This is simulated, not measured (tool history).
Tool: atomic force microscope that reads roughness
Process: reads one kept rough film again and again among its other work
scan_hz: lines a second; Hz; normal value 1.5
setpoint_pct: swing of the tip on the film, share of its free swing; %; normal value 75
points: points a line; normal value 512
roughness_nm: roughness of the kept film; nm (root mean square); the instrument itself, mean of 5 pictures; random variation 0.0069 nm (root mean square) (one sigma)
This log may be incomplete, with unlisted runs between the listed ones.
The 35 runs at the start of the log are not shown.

| run | hour | scan_hz | setpoint_pct | points | roughness_nm |
|---|---|---|---|---|---|
|  | 1384.8 | new tip fitted |
| 36 | 1391 | 0.54 | 68 | 410 | 1.453 |
| 37 | 1426.2 | 0.54 | 68 | 436 | 1.307 |
| 38 | 1471 | 0.54 | 68 | 436 | 1.126 |
|  | 1480.2 | new tip fitted |
| 39 | 1518.7 | 1.16 | 83 | 862 | 1.21 |
| 40 | 1546.6 | 0.58 | 72 | 780 | 1.219 |
|  | 1574.1 | new tip fitted |
| 41 | 1596.6 | 3.05 | 73 | 780 | 1.14 |
|  | 1651.7 | height scale calibrated on a step standard |
| 42 | 1651.7 | 2.8 | 70 | 852 | 1.048 |
|  | 1669.1 | new tip fitted |
| 43 | 1689.5 | 2.8 | 70 | 852 | 1.248 |

Run 44 is up next; what results do you expect?
| 44 | 1716.4 | 1.32 | 55 | 906 | ? |

roughness_nm: 1.338 nm (root mean square)
With no hidden state in the tool, this same run would have given roughness_nm 1.543 nm (root mean square).

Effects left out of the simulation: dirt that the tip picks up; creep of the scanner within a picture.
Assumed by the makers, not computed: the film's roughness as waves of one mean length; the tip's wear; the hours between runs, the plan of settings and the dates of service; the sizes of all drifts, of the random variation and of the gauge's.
